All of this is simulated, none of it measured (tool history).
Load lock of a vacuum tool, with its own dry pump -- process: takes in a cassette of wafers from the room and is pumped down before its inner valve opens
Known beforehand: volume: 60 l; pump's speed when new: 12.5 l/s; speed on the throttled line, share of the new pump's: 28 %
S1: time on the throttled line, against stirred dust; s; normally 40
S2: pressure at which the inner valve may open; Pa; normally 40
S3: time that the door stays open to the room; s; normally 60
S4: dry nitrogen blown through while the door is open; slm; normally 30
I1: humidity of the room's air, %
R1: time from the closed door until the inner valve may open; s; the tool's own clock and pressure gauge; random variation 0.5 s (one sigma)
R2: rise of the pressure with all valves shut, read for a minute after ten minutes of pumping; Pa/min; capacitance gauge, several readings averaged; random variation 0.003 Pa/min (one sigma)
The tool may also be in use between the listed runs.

| run | hour | S1 | S2 | S3 | S4 | I1 | R1 | R2 |
|---|---|---|---|---|---|---|---|---|
| 1 | 0 | 40 | 40 | 60 | 30 | 43.6 | 67.2 | 0.031 |
| 2 | 63.2 | 40 | 68 | 60 | 30 | 44.7 | 64.3 | 0.025 |
| 3 | 184.7 | 40 | 68 | 60 | 30 | 43.3 | 64.1 | 0.023 |
| 4 | 315.3 | 40 | 40 | 60 | 28 | 42.7 | 66.8 | 0.025 |
| 5 | 387 | 40 | 40 | 60 | 28 | 45 | 67.1 | 0.033 |
| 6 | 445.3 | 40 | 40 | 60 | 27 | 44.9 | 66.8 | 0.027 |
| 7 | 512.3 | 40 | 40 | 60 | 27 | 43.8 | 66.7 | 0.033 |
| 8 | 584.4 | 40 | 40 | 60 | 27 | 42.6 | 65.8 | 0.032 |
| 9 | 665.7 | 40 | 28 | 60 | 30 | 47.6 | 68 | 0.027 |
| 10 | 791.6 | 40 | 40 | 60 | 30 | 42.8 | 66.7 | 0.028 |
| 11 | 905.8 | 40 | 40 | 60 | 30 | 44.6 | 66 | 0.031 |
| 12 | 1017.8 | 51 | 55 | 118 | 8 | 45.6 | 72.4 | 0.064 |

For run 13, what comes out?
| 13 | 1075.2 | 51 | 55 | 118 | 8 | 42.5 | ? | ? |

{"run 13": {"R1": 73, "R2": 0.049}}
Minus the tool's unlogged condition, the same run would have read R1 73 s, R2 0.048 Pa/min.

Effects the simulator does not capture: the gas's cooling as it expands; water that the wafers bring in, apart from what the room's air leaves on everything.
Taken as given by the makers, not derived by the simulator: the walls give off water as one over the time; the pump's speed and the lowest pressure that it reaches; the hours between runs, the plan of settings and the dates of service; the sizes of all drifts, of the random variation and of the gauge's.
